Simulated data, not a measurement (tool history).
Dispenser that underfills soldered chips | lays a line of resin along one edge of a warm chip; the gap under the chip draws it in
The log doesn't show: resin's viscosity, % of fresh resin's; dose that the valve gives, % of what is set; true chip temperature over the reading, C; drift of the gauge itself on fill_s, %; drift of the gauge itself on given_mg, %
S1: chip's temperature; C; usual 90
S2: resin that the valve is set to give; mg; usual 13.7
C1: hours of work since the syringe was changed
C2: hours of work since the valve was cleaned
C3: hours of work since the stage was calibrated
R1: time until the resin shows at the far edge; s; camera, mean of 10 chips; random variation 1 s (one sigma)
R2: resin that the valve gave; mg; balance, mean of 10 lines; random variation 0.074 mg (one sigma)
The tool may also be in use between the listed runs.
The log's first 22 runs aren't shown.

Run 23, hour 150: usual settings but S1 89 C, S2 14.3 mg; C1 7; C2 63; C3 151. Result: R1 186 s, R2 13.43 mg.
At hour 155.1: new syringe of resin.
Run 24, hour 156.2: usual settings but S1 89 C, S2 14.3 mg; C1 1; C2 67; C3 155. Result: R1 113.1 s, R2 13.38 mg.
Run 25, hour 160.8: usual settings but S1 89 C, S2 14.3 mg; C1 4; C2 70; C3 158. Result: R1 148.4 s, R2 13.41 mg.
Run 26, hour 167: usual settings but S1 89 C, S2 14.3 mg; C1 8; C2 74; C3 162. Result: R1 201 s, R2 13.24 mg.
At hour 170.4: new syringe of resin.
Run 27, hour 174.1: usual settings but S1 89 C, S2 16.3 mg; C1 2; C2 78; C3 166. Result: R1 128.8 s, R2 14.97 mg.
Run 28, hour 180.8: usual settings but S1 89 C, S2 16.3 mg; C1 7; C2 83; C3 170. Result: R1 181.9 s, R2 15.16 mg.
At hour 185.7: new syringe of resin.
Run 29, hour 186.7: usual settings but S1 85 C, S2 14.2 mg; C1 1; C2 86; C3 174. Result: R1 136.1 s, R2 13.01 mg.
Run 30, hour 190.7: usual settings but S1 85 C, S2 14.2 mg; C1 3; C2 89; C3 177. Result: R1 169.7 s, R2 13 mg.
Run 31, hour 199.4: usual settings but S1 99 C, S2 12 mg; C1 9; C2 95; C3 182. Result: R1 150.1 s, R2 10.91 mg.
At hour 201.3: new syringe of resin.
Run 32, hour 207.7: usual settings but S1 99 C, S2 12 mg; C1 4; C2 100; C3 187. Result: R1 106.1 s, R2 10.84 mg.

Forecast each of these 4 alternatives for the next run:
At hour 210.7: dispensing valve cleaned and set on the balance.
At hour 217.6: new syringe of resin.
Run A, hour 217.6: usual settings but S1 99 C, S2 15.3 mg; C1 0; C2 4; C3 193. Result: R1 ?, R2 ?.
At hour 210.7: dispensing valve cleaned and set on the balance.
At hour 217.6: new syringe of resin.
Run B, hour 217.6: usual settings but S1 79 C, S2 17.5 mg; C1 0; C2 4; C3 193. Result: R1 ?, R2 ?.
At hour 210.7: dispensing valve cleaned and set on the balance.
At hour 217.6: new syringe of resin.
Run C, hour 217.6: usual settings but S1 89 C, S2 12 mg; C1 0; C2 4; C3 193. Result: R1 ?, R2 ?.
At hour 210.7: dispensing valve cleaned and set on the balance.
At hour 217.6: new syringe of resin.
Run D, hour 217.6: usual settings but S1 97 C, S2 15.4 mg; C1 0; C2 4; C3 193. Result: R1 ?, R2 ?.

run     R1     R2
  A     70  15.45
  B  166.8  17.48
  C  110.8  11.98
  D   76.9  15.35
Without the tool's hidden state the same runs would have given:
run     R1     R2
  A   65.6  15.46
  B  155.1  17.49
  C  103.4  11.99
  D     72  15.36
